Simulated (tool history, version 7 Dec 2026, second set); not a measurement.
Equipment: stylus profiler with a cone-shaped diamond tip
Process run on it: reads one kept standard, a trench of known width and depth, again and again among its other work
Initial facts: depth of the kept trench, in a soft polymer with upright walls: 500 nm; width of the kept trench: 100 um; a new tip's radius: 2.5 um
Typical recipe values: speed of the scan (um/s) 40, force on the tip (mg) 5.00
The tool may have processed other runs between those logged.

run,day,speed of the scan (um/s),force on the tip (mg),depth of the trench (nm),width of the trench's floor (um)
1,0.000,40,5.00,507.91,96.65
2,1.175,40,4.28,507.10,96.59
3,1.921,40,4.28,507.08,96.62
4,2.579,55,5.00,507.80,96.54
5,3.408,55,5.00,507.61,96.55
6,4.154,55,5.00,508.03,96.55
7,4.933,91,5.00,507.73,96.49
8,5.442,91,5.00,507.75,96.48
9,5.954,91,5.00,507.71,96.44
10,6.588,40,5.95,508.89,96.58
11,7.625,40,5.95,508.80,96.64
12,8.762,14,5.00,507.58,96.67
13,9.296,14,5.00,507.46,96.69
14,10.108,53,5.00,507.56,96.57
15,10.900,53,5.00,507.72,96.55
16,12.050,53,5.00,507.41,96.52
17,13.062,19,5.00,507.42,96.57
18,14.171,13,5.00,507.40,96.56
19,15.212,13,5.00,507.41,96.55
20,16.412,13,5.00,507.55,96.62
21,16.950,13,5.00,507.48,96.57
22,17.821,13,5.00,507.00,96.60
23,18.679,13,5.00,507.32,96.62
24,19.450,32,2.85,504.57,96.51
25,20.246,32,2.85,504.20,96.53
26,21.117,36,13.34,515.63,96.59
27,22.304,13,5.51,507.86,96.59
28,22.921,11,5.00,507.30,96.58
29,23.733,40,4.16,505.97,96.47
30,24.408,55,1.67,502.26,96.38
31,24.925,53,14.67,516.88,96.55
32,25.579,156,11.97,514.41,96.38
33,26.562,78,7.99,510.44,96.40
34,27.146,143,2.09,503.12,96.05
35,28.350,142,1.93,502.37,96.02
36,28.983,22,2.46,503.41,96.51
37,29.775,22,2.46,503.46,96.47
38,30.883,19,4.23,505.95,96.48
39,31.725,61,3.29,504.59,96.39
40,32.317,61,3.29,504.75,96.35
41,32.804,61,13.92,516.03,96.43
42,33.929,61,13.92,515.88,96.46
43,34.521,88,6.41,508.57,96.34
44,35.658,15,3.41,504.54,96.43
45,36.483,49,10.23,512.40,96.47
46,37.204,49,10.23,512.38,96.42

Each row is a separate what-if for the run after 46, all from the same tool condition, not one after another. Results?
A,37.929,65,13.43,?,?
B,37.929,113,2.37,?,?
C,37.929,17,10.23,?,?
D,37.929,11,5.58,?,?
E,37.929,49,4.17,?,?

run,depth of the trench (nm),width of the trench's floor (um)
A,515.36,96.41
B,502.85,96.14
C,512.31,96.46
D,507.57,96.51
E,505.41,96.34
Without the tool's unlogged condition, the same runs would have read:
run,depth of the trench (nm),width of the trench's floor (um)
A,518.07,96.90
B,505.50,96.63
C,515.01,96.96
D,510.24,97.00
E,508.07,96.83

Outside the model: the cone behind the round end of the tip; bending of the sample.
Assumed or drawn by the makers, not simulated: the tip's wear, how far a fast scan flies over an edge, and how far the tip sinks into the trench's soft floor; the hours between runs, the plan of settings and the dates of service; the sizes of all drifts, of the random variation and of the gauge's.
